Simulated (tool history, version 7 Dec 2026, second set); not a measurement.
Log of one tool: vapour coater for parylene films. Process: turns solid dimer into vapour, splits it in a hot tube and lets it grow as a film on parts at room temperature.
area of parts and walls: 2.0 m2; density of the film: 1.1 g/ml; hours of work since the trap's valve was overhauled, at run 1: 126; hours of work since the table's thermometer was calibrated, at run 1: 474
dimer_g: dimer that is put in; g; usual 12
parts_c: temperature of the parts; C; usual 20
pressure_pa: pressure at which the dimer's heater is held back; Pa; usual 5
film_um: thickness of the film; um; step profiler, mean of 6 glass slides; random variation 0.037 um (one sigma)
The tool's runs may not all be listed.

run   hour  dimer_g  parts_c  pressure_pa  hours of work since the trap's valve was overhauled  hours of work since the table's thermometer was calibrated  film_um
  1      0       12       20            5                                                  126                                                         474     3.91
  2   24.3       12       20            5                                                  140                                                         488     3.94
  3   47.1       12       20         7.45                                                  153                                                         502     3.59
  4   96.3       12       17            5                                                  181                                                         530     4.53
  5  140.4       12       20            5                                                  207                                                         555     3.85
  6  176.1       12       20            5                                                  227                                                         576     3.92
  7  207.7       12       21            5                                                  246                                                         594     3.69
  8  263.8        7       23         2.62                                                  278                                                         626     2.28
  9  313.5        5       16         6.83                                                  307                                                         655     1.84
 10    352       12       20         5.31                                                  329                                                         677     3.84

Run 11 comes next. What will it give?
 11  406.1       12       14         5.98                                                  360                                                         708        ?

Run 11 gave film_um 5.03 um.
Without the tool's hidden state the same run would have given film_um 5.04 um.

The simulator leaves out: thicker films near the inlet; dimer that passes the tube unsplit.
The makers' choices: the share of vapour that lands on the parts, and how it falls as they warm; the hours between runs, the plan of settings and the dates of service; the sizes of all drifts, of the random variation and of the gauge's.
